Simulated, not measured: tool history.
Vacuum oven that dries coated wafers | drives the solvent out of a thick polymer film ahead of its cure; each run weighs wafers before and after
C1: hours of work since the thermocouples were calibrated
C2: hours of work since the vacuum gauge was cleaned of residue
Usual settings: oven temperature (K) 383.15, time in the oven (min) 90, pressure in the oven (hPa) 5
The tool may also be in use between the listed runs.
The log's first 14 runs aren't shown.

Run 15, hour 132.8: usual settings but pressure in the oven (hPa) 16.67; C1 291; C2 76. Result: solvent left in the film (%) 2.6.
Run 16, hour 141: usual settings but pressure in the oven (hPa) 16.67; C1 296; C2 80. Result: solvent left in the film (%) 2.41.
Run 17, hour 149.7: usual settings but pressure in the oven (hPa) 16.67; C1 300; C2 85. Result: solvent left in the film (%) 2.56.
Run 18, hour 157.7: usual settings but oven temperature (K) 377.15, time in the oven (min) 133; C1 305; C2 90. Result: solvent left in the film (%) 1.41.
Run 19, hour 166.4: usual settings but oven temperature (K) 377.15, time in the oven (min) 76, pressure in the oven (hPa) 16.87; C1 310; C2 94. Result: solvent left in the film (%) 4.74.
Run 20, hour 175.9: usual settings but time in the oven (min) 53, pressure in the oven (hPa) 3.22; C1 315; C2 100. Result: solvent left in the film (%) 3.92.
Run 21, hour 183.4: usual settings but oven temperature (K) 391.15, time in the oven (min) 65, pressure in the oven (hPa) 12.29; C1 319; C2 104. Result: solvent left in the film (%) 1.79.
Run 22, hour 191.9: usual settings but oven temperature (K) 374.15, time in the oven (min) 55, pressure in the oven (hPa) 14.4; C1 324; C2 109. Result: solvent left in the film (%) 7.45.

Run 23 comes next. What will it give?
Run 23, hour 200.4: usual settings but oven temperature (K) 374.15, time in the oven (min) 55, pressure in the oven (hPa) 14.4; C1 329; C2 113. Result: solvent left in the film (%) ?.

solvent left in the film (%): 7.44
Without the tool's hidden state the same run would have given solvent left in the film (%) 7.25.

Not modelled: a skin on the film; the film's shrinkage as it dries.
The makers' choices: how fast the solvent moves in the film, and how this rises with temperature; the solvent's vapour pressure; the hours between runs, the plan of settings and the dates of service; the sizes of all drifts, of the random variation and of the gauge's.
